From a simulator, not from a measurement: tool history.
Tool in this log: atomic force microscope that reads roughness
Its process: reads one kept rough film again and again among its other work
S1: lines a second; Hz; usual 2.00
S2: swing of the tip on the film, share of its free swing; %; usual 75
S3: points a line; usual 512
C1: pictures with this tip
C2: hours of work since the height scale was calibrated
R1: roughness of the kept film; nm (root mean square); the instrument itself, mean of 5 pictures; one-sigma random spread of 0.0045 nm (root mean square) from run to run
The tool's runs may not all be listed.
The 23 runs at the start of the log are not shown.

run     day    S1  S2   S3   C1  C2     R1
 24   6.821  0.76  66  942  131  22  0.508
 25   7.096  0.77  72  619  138  27  0.502
 26   7.358  1.62  75  512  145  31  0.474
 27   7.671  2.00  62  512  153  36  0.486
 28   7.858  1.48  65  512  158  39  0.488
 29   8.138  2.00  63  771  165  43  0.489
 30   8.379  1.15  75  426  172  47  0.474
 31   8.708  2.00  61  512  180  53  0.482
 32   8.892  0.82  61  512  185  55  0.486
 33   9.146  0.82  61  512  192  60  0.493
 34   9.525  0.82  61  512  202  66  0.491
 35   9.779  0.82  61  512  208  70  0.495
 36  10.112  0.86  87  269  217  75  0.441
 37  10.425  1.28  87  451  225  80  0.428
 38  10.692  0.53  64  512  232  84  0.479
 39  11.038  1.32  58  334  241  90  0.470
 40  11.450  2.85  86  413  252  96  0.382

Consider 3 possible next runs. They are alternatives, not a sequence: every one starts from the tool as it was left by run 40. What does each give?
  A  11.754  0.54  86  512  260  101   ?
  B  11.754  2.87  89  669  260  101   ?
  C  11.754  1.01  62  261  260  101   ?

run     R1
  A  0.456
  B  0.369
  C  0.456
What these runs would have given with no unlogged condition in the tool:
run     R1
  A  0.534
  B  0.433
  C  0.534
